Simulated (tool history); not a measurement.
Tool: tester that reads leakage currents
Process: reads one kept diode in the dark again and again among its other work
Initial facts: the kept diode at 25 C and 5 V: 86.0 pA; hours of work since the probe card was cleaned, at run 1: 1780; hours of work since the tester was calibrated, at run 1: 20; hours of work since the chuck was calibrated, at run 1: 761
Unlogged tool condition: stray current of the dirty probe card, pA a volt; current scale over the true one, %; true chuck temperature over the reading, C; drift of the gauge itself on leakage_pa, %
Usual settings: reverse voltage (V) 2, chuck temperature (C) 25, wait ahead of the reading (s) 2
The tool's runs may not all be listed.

run,hour,reverse voltage (V),chuck temperature (C),wait ahead of the reading (s),hours of work since the probe card was cleaned,hours of work since the tester was calibrated,hours of work since the chuck was calibrated,current that the tester gives (pA)
1,0,2,25,2,1780,20,761,56.5
2,180.3,2,25,2,1893,134,875,56.65
3,346.9,2,25,2,1998,239,980,57.1
4,429.4,2,25,2.69,2050,291,1032,57.25
5,614.2,2,25,2,2166,407,1148,57.99
# hour 630.5: probe card cleaned and baked
6,706.8,2,25,0.67,48,463,1204,54.42
# hour 764.9: chuck's temperature calibrated
7,873.4,2,25,2,152,567,68,52.41
8,983,1.22,25,2,221,636,137,39.6
9,1068.1,2,23,2,274,689,191,45.01
10,1186.8,2,23,2,349,764,265,45.18
11,1312.8,2,23,2,428,843,345,45.49
12,1462.7,2,23,2,522,938,439,45.86
13,1624.8,15.43,23,2,624,1040,541,155.93
14,1790.1,2.59,25,2,728,1144,645,63.54
15,1897.7,2.59,25,2,796,1211,713,63.9
16,2061.7,2.59,25,2,899,1315,816,64.65
17,2215.1,2.59,25,2,996,1411,912,64.95
18,2385.5,2,35,1.72,1103,1518,1020,120.36
19,2490.3,2,35,1.72,1169,1584,1086,120.67
20,2604.9,2,35,1.72,1241,1656,1158,121.72
# hour 2739.8: chuck's temperature calibrated
21,2751,15.61,33,1.72,1332,1747,7,335.04
22,2831.3,2,24,9.84,1382,1798,58,49.79
# hour 2841.6: tester calibrated
23,2957.7,1.62,25,0.61,1461,73,136,48.56
24,3112.5,1.62,25,0.61,1558,170,233,48.37
25,3269.3,1.62,22,8.72,1657,269,332,38.36
# hour 3352.9: tester calibrated, once more
26,3361.6,1.62,22,8.72,1713,5,389,38.64
27,3470.7,2.36,35,1.64,1782,74,457,130.27
28,3645.5,2.36,35,1.64,1892,184,567,131.87
29,3745.8,14.46,25,3.17,1955,247,631,192.14
30,3919.7,9.91,41,2,2065,357,740,474.28
31,4046.5,9.91,41,2,2144,436,820,481.36
# hour 4095.2: probe card cleaned and baked
32,4140.7,2.23,41,2,29,494,877,194.6
33,4283.7,2,25,9.46,119,584,967,53.33

Predict each of these 3 candidate next runs independently; none follows another, all start after run 33:
A,4373.2,1.61,25,9.46,175,640,1023,?
B,4373.2,2,25,1.21,175,640,1023,?
C,4373.2,2.94,25,9.46,175,640,1023,?

run,current that the tester gives (pA)
A,46.93
B,54.23
C,66.85
The same runs, with their run-to-run variation unchanged, on a tool lacking any hidden condition would have given:
run,current that the tester gives (pA)
A,44.68
B,51.62
C,63.53
